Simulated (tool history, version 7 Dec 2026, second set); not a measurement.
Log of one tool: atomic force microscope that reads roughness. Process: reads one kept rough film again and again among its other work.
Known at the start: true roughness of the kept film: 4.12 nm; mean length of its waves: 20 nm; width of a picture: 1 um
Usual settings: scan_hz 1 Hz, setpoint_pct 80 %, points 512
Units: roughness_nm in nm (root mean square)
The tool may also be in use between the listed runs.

| run | hour | scan_hz | setpoint_pct | points | roughness_nm |
|---|---|---|---|---|---|
| 1 | 0 | 1 | 80 | 512 | 2.477 |
| 2 | 4.6 | 1 | 80 | 512 | 2.373 |
| 3 | 8.7 | 1 | 80 | 704 | 2.325 |
| 4 | 14.7 | 1 | 80 | 704 | 2.215 |
| 5 | 19.6 | 1 | 80 | 704 | 2.142 |
| 6 | 26.9 | 1 | 80 | 704 | 2.045 |
| 7 | 32.1 | 1 | 80 | 704 | 1.979 |
|  | 33.6 | height scale calibrated on a step standard |
| 8 | 41.7 | 1 | 80 | 434 | 1.853 |
| 9 | 46 | 2.41 | 68 | 512 | 1.791 |
| 10 | 54.3 | 0.59 | 80 | 512 | 1.788 |
|  | 63.1 | height scale calibrated on a step standard, once more |
| 11 | 63.1 | 0.65 | 69 | 512 | 1.771 |
|  | 68.1 | new tip fitted |
| 12 | 68.7 | 0.65 | 69 | 512 | 2.804 |
| 13 | 74.7 | 1.25 | 69 | 862 | 2.614 |
| 14 | 78.5 | 2.35 | 70 | 862 | 2.404 |
| 15 | 85 | 2.35 | 70 | 862 | 2.301 |

3 ways to go on from here, each from the tool as it stands after run 15. What would each give?
| A | 91.4 | 2.35 | 71 | 408 | ? |
| B | 91.4 | 0.8 | 73 | 862 | ? |
| C | 91.4 | 2.35 | 70 | 286 | ? |

| run | roughness_nm |
|---|---|
| A | 2.177 |
| B | 2.319 |
| C | 2.134 |
Without the tool's hidden state the same runs would have given:
| run | roughness_nm |
|---|---|
| A | 2.618 |
| B | 2.79 |
| C | 2.567 |
